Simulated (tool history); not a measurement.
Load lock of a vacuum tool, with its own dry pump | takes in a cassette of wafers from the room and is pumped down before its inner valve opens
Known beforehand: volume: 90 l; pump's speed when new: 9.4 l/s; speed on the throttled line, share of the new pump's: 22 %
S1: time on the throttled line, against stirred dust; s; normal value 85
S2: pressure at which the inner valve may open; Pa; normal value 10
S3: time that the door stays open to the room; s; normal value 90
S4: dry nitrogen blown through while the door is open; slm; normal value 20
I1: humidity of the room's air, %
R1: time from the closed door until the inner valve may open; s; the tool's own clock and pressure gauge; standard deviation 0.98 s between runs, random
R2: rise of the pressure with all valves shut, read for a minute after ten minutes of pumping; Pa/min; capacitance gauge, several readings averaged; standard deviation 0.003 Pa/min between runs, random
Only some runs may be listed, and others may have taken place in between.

run 1 hour=0.0 | S1=85 S2=10 S3=90 S4=20 | I1=47.9 | R1=158.8 R2=0.046
run 2 hour=55.5 | S1=85 S2=10 S3=212 S4=20 | I1=43.3 | R1=159.9 R2=0.055
run 3 hour=121.1 | S1=103 S2=10 S3=90 S4=20 | I1=42.0 | R1=173.2 R2=0.036
run 4 hour=187.5 | S1=85 S2=10 S3=90 S4=20 | I1=46.5 | R1=157.8 R2=0.043
run 5 hour=262.9 | S1=85 S2=10 S3=90 S4=20 | I1=44.0 | R1=158.3 R2=0.043
run 6 hour=357.7 | S1=85 S2=10 S3=90 S4=20 | I1=44.0 | R1=158.7 R2=0.036
run 7 hour=443.2 | S1=85 S2=10 S3=90 S4=20 | I1=48.6 | R1=158.9 R2=0.047
run 8 hour=539.6 | S1=85 S2=10 S3=112 S4=20 | I1=46.5 | R1=158.1 R2=0.046
run 9 hour=606.6 | S1=85 S2=8 S3=90 S4=20 | I1=47.2 | R1=161.9 R2=0.045
run 10 hour=682.6 | S1=85 S2=10 S3=90 S4=20 | I1=43.6 | R1=157.6 R2=0.046
run 11 hour=795.1 | S1=85 S2=10 S3=90 S4=20 | I1=45.2 | R1=158.6 R2=0.047
run 12 hour=850.9 | S1=85 S2=10 S3=90 S4=20 | I1=44.6 | R1=158.4 R2=0.041
run 13 hour=915.7 | S1=47 S2=10 S3=90 S4=20 | I1=46.7 | R1=130.3 R2=0.045
run 14 hour=1018.2 | S1=85 S2=10 S3=147 S4=12 | I1=44.5 | R1=158.2 R2=0.061
run 15 hour=1096.6 | S1=85 S2=10 S3=147 S4=12 | I1=44.9 | R1=158.8 R2=0.062
run 16 hour=1147.8 | S1=85 S2=16 S3=72 S4=12 | I1=42.8 | R1=154.2 R2=0.047
run 17 hour=1256.0 | S1=101 S2=10 S3=90 S4=20 | I1=45.8 | R1=172.3 R2=0.047
run 18 hour=1350.3 | S1=69 S2=10 S3=90 S4=5 | I1=44.1 | R1=147.7 R2=0.053
run 19 hour=1419.3 | S1=69 S2=10 S3=90 S4=5 | I1=41.5 | R1=147.0 R2=0.060
run 20 hour=1518.7 | S1=85 S2=10 S3=90 S4=26 | I1=46.2 | R1=161.0 R2=0.042
run 21 hour=1623.2 | S1=85 S2=10 S3=40 S4=14 | I1=45.2 | R1=158.6 R2=0.037
run 22 hour=1679.7 | S1=85 S2=10 S3=40 S4=14 | I1=45.1 | R1=160.7 R2=0.039
run 23 hour=1772.8 | S1=78 S2=10 S3=90 S4=7 | I1=45.5 | R1=156.8 R2=0.064
run 24 hour=1887.1 | S1=78 S2=17 S3=141 S4=7 | I1=47.8 | R1=149.2 R2=0.076
run 25 hour=1939.5 | S1=85 S2=10 S3=90 S4=20 | I1=44.7 | R1=158.8 R2=0.056

Below, each run's measurement less what the same run would have read without the hidden state. Both values contain the same run-to-run variation, but the gauge's scatter may not be the same in both:
The hidden state here: pump's speed, % of a new pump's; leak at the door's seal, Pa l/s; drift of the gauge itself on ready_s, %; drift of the gauge itself on rise_pa_min, %.
run=1 R1=+3.3 R2=+0.011
run=2 R1=+3.4 R2=+0.011
run=3 R1=+3.3 R2=+0.012
run=4 R1=+3.4 R2=+0.012
run=5 R1=+3.5 R2=+0.012
run=6 R1=+3.6 R2=+0.013
run=7 R1=+3.6 R2=+0.013
run=8 R1=+3.7 R2=+0.014
run=9 R1=+4.1 R2=+0.014
run=10 R1=+3.8 R2=+0.014
run=11 R1=+3.9 R2=+0.016
run=12 R1=+3.9 R2=+0.015
run=13 R1=+4.5 R2=+0.015
run=14 R1=+4.3 R2=+0.016
run=15 R1=+4.3 R2=+0.017
run=16 R1=+4.0 R2=+0.017
run=17 R1=+4.3 R2=+0.017
run=18 R1=+4.6 R2=+0.018
run=19 R1=+4.6 R2=+0.019
run=20 R1=+4.5 R2=+0.019
run=21 R1=+4.5 R2=+0.019
run=22 R1=+4.6 R2=+0.020
run=23 R1=+5.0 R2=+0.020
run=24 R1=+4.5 R2=+0.021
run=25 R1=+5.0 R2=+0.021

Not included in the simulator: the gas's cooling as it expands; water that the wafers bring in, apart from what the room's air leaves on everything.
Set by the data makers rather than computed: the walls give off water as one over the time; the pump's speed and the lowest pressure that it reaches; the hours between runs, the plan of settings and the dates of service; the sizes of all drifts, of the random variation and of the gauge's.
